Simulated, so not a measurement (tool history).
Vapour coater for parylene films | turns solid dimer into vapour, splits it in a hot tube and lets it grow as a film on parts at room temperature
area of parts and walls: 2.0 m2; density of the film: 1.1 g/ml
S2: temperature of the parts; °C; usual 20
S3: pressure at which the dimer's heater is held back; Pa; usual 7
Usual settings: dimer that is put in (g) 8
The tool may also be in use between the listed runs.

run 1 hour=0 | dimer_that_is_put_in_(g)=8 S2=20 S3=7 | thickness_of_the_film_(um)=2.33
run 2 hour=17.3 | dimer_that_is_put_in_(g)=8 S2=20 S3=7 | thickness_of_the_film_(um)=2.29
run 3 hour=29.9 | dimer_that_is_put_in_(g)=8 S2=20 S3=7 | thickness_of_the_film_(um)=2.29
run 4 hour=43.5 | dimer_that_is_put_in_(g)=8 S2=20 S3=7 | thickness_of_the_film_(um)=2.28
run 5 hour=57.4 | dimer_that_is_put_in_(g)=8 S2=20 S3=7 | thickness_of_the_film_(um)=2.26
run 6 hour=71.1 | dimer_that_is_put_in_(g)=8 S2=20 S3=7 | thickness_of_the_film_(um)=2.27
run 7 hour=85.2 | dimer_that_is_put_in_(g)=8 S2=20 S3=7 | thickness_of_the_film_(um)=2.27
run 8 hour=100.8 | dimer_that_is_put_in_(g)=8 S2=20 S3=7 | thickness_of_the_film_(um)=2.27
run 9 hour=116.7 | dimer_that_is_put_in_(g)=8 S2=20 S3=7 | thickness_of_the_film_(um)=2.22
run 10 hour=131.5 | dimer_that_is_put_in_(g)=8 S2=20 S3=6.9 | thickness_of_the_film_(um)=2.23
run 11 hour=148.9 | dimer_that_is_put_in_(g)=8 S2=20 S3=7 | thickness_of_the_film_(um)=2.25
run 12 hour=161.7 | dimer_that_is_put_in_(g)=8 S2=20 S3=4.58 | thickness_of_the_film_(um)=2.31
run 13 hour=174 | dimer_that_is_put_in_(g)=8 S2=20 S3=4.58 | thickness_of_the_film_(um)=2.29
run 14 hour=191.5 | dimer_that_is_put_in_(g)=8 S2=20 S3=7 | thickness_of_the_film_(um)=2.23
run 15 hour=209.9 | dimer_that_is_put_in_(g)=8 S2=20 S3=7 | thickness_of_the_film_(um)=2.23
run 16 hour=218 | dimer_that_is_put_in_(g)=9 S2=20 S3=7 | thickness_of_the_film_(um)=2.52
run 17 hour=227.5 | dimer_that_is_put_in_(g)=9 S2=20 S3=7 | thickness_of_the_film_(um)=2.53
run 18 hour=238.1 | dimer_that_is_put_in_(g)=8 S2=20 S3=7 | thickness_of_the_film_(um)=2.21
run 19 hour=253.2 | dimer_that_is_put_in_(g)=8 S2=20 S3=7 | thickness_of_the_film_(um)=2.26
run 20 hour=267.2 | dimer_that_is_put_in_(g)=8 S2=20 S3=3.41 | thickness_of_the_film_(um)=2.3
run 21 hour=281.5 | dimer_that_is_put_in_(g)=8 S2=20 S3=7 | thickness_of_the_film_(um)=2.2
run 22 hour=293.8 | dimer_that_is_put_in_(g)=8 S2=20 S3=7 | thickness_of_the_film_(um)=2.22
run 23 hour=311.2 | dimer_that_is_put_in_(g)=8 S2=20 S3=7 | thickness_of_the_film_(um)=2.19
run 24 hour=323.5 | dimer_that_is_put_in_(g)=8 S2=20 S3=7 | thickness_of_the_film_(um)=2.18
run 25 hour=337.1 | dimer_that_is_put_in_(g)=8 S2=20 S3=4.19 | thickness_of_the_film_(um)=2.24
run 26 hour=353.8 | dimer_that_is_put_in_(g)=3 S2=27 S3=3.07 | thickness_of_the_film_(um)=0.73
run 27 hour=369.6 | dimer_that_is_put_in_(g)=8 S2=28 S3=7.69 | thickness_of_the_film_(um)=1.83
run 28 hour=385.2 | dimer_that_is_put_in_(g)=6 S2=19 S3=3.44 | thickness_of_the_film_(um)=1.74
run 29 hour=402.9 | dimer_that_is_put_in_(g)=6 S2=29 S3=3.17 | thickness_of_the_film_(um)=1.38
run 30 hour=414.2 | dimer_that_is_put_in_(g)=6 S2=29 S3=3.17 | thickness_of_the_film_(um)=1.4
run 31 hour=432.3 | dimer_that_is_put_in_(g)=4 S2=19 S3=8.48 | thickness_of_the_film_(um)=1.09
run 32 hour=442.5 | dimer_that_is_put_in_(g)=13 S2=20 S3=7.8 | thickness_of_the_film_(um)=3.51
run 33 hour=455.9 | dimer_that_is_put_in_(g)=13 S2=20 S3=7.8 | thickness_of_the_film_(um)=3.48
-- hour=467.5 trap's valve overhauled
run 34 hour=476.1 | dimer_that_is_put_in_(g)=10 S2=17 S3=11.67 | thickness_of_the_film_(um)=3.03
run 35 hour=492.6 | dimer_that_is_put_in_(g)=5 S2=13 S3=2.27 | thickness_of_the_film_(um)=1.82
run 36 hour=500.7 | dimer_that_is_put_in_(g)=5 S2=15 S3=11.09 | thickness_of_the_film_(um)=1.59
run 37 hour=511.2 | dimer_that_is_put_in_(g)=12 S2=13 S3=5.16 | thickness_of_the_film_(um)=4.14
run 38 hour=524.3 | dimer_that_is_put_in_(g)=12 S2=13 S3=5.16 | thickness_of_the_film_(um)=4.16
run 39 hour=541.6 | dimer_that_is_put_in_(g)=8 S2=18 S3=5.16 | thickness_of_the_film_(um)=2.46
run 40 hour=553.3 | dimer_that_is_put_in_(g)=8 S2=18 S3=5.16 | thickness_of_the_film_(um)=2.44
run 41 hour=570.2 | dimer_that_is_put_in_(g)=8 S2=18 S3=5.16 | thickness_of_the_film_(um)=2.44
run 42 hour=579.4 | dimer_that_is_put_in_(g)=8 S2=18 S3=5.16 | thickness_of_the_film_(um)=2.42
run 43 hour=592 | dimer_that_is_put_in_(g)=10 S2=18 S3=2.2 | thickness_of_the_film_(um)=3.25
run 44 hour=605.7 | dimer_that_is_put_in_(g)=10 S2=18 S3=2.2 | thickness_of_the_film_(um)=3.2
run 45 hour=624 | dimer_that_is_put_in_(g)=6 S2=17 S3=2.2 | thickness_of_the_film_(um)=1.98

Forecast run 46:
run 46 hour=637.2 | dimer_that_is_put_in_(g)=11 S2=29 S3=2.61 | thickness_of_the_film_(um)=?

thickness of the film (um): 2.69
Without the tool's hidden state the same run would have given thickness of the film (um) 2.74.
